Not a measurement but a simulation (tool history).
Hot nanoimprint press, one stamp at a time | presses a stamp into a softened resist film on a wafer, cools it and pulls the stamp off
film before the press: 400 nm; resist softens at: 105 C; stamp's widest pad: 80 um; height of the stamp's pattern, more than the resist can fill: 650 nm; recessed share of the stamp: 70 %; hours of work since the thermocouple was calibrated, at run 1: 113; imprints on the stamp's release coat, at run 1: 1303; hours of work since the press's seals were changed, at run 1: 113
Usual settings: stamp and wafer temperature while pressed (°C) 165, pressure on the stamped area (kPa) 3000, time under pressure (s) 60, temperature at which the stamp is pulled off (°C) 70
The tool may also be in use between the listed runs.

run,hour,stamp and wafer temperature while pressed (°C),pressure on the stamped area (kPa),time under pressure (s),temperature at which the stamp is pulled off (°C),hours of work since the thermocouple was calibrated,imprints on the stamp's release coat,hours of work since the press's seals were changed,resist left under the stamp's widest pad (Å),greatest force while the stamp is pulled off (N)
1,0.0,165,3000,60,70,113,1303,113,2353,95.8
# hour 35.3: stamp cleaned and given a new release coat
2,64.3,165,1820,60,70,149,87,149,2907,94.2
3,147.2,165,1820,60,70,199,336,199,2886,93.4
4,223.4,165,1820,60,70,246,565,246,2919,93.8
5,267.5,165,1820,60,70,273,698,273,2908,94.9
6,307.3,165,1820,60,70,297,817,297,2910,93.5
7,353.2,165,3000,60,70,325,955,325,2366,94.8
8,414.3,165,3000,98,70,362,1139,362,2030,94.6
9,489.4,165,3000,98,70,408,1364,408,2044,96.4
# hour 508.3: stamp cleaned and given a new release coat
# hour 524.5: plate thermocouple calibrated
10,548.8,157,3000,98,70,15,113,439,2564,94.7
11,612.5,157,3000,98,70,54,304,478,2568,95.1
12,656.6,157,3000,98,70,81,437,505,2561,95.8
13,702.9,157,3000,98,70,109,576,533,2563,94.4
14,780.9,157,3000,98,70,157,810,581,2576,95.1
15,828.9,165,3000,60,70,186,955,610,2372,95.2
16,918.7,168,2970,56,77,241,1224,665,2247,88.0
# hour 984.9: stamp cleaned and given a new release coat
17,984.9,165,1960,55,70,277,0,701,2898,95.4
18,1034.9,173,1960,114,70,308,151,732,1957,95.2

Forecast run 19:
19,1081.8,162,1960,114,70,337,292,761,?,?

{"run 19": {"resist left under the stamp's widest pad (Å)": 2600, "greatest force while the stamp is pulled off (N)": 95.4}}
Without the tool's hidden state the same run would have given resist left under the stamp's widest pad (Å) 2600, greatest force while the stamp is pulled off (N) 95.3.

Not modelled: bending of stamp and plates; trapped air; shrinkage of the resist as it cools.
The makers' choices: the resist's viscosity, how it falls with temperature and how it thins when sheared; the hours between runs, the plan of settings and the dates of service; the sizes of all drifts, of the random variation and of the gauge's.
